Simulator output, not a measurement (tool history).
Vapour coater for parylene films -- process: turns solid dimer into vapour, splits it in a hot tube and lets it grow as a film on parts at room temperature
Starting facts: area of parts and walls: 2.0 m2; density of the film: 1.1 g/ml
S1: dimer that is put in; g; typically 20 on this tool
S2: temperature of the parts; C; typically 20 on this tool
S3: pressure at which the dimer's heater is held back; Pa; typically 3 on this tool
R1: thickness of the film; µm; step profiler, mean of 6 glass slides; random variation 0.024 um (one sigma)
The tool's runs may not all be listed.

run,day,S1,S2,S3,R1
1,0,20,20,3,3.81
2,2.454,20,20,3,3.76
# day 3.5: trap's valve overhauled
3,5.75,20,20,3,3.35
4,7.5,20,20,3,3.28
5,10.221,20,20,9.24,2.91
6,11.825,20,20,9.24,2.91
# day 12.133: trap's valve overhauled, once more
7,13.571,20,30,3,3.54
8,16.3,20,20,3,4.36
9,18.662,20,20,3,4.33
# day 20.662: table's thermometer calibrated
10,21.796,20,20,3,4.13
11,25.108,20,20,2.33,4.2
12,26.654,20,20,2.33,4.19
13,28.229,20,20,2.33,4.15
14,31.362,21,20,3,4.21
15,33.988,9,15,3.4,1.93
16,35.792,9,12,3.97,2.04
17,37.225,9,32,3.97,1.33
18,40.338,16,12,3.97,3.58
19,42.204,16,12,3.97,3.52
20,44.642,10,29,2.96,1.59
21,46.983,18,22,2.27,3.35
22,48.408,18,22,2.27,3.32
# day 49.971: trap's valve overhauled
23,50.683,30,27,3,5.57
24,52.9,30,27,3,5.59
25,55.483,8,14,3,1.94

Consider 5 possible next runs. They are alternatives, not a sequence: every one starts from the tool as it was left by run 25. What does each give?
A,58.908,8,27,2.48,?
B,58.908,9,21,2.44,?
C,58.908,9,15,7.03,?
D,58.908,14,18,2.11,?
E,58.908,8,25,6.17,?

run,R1
A,1.46
B,1.87
C,1.93
D,3.17
E,1.41
Without the tool's unlogged condition, the same runs would have read:
run,R1
A,1.5
B,1.93
C,1.99
D,3.26
E,1.45

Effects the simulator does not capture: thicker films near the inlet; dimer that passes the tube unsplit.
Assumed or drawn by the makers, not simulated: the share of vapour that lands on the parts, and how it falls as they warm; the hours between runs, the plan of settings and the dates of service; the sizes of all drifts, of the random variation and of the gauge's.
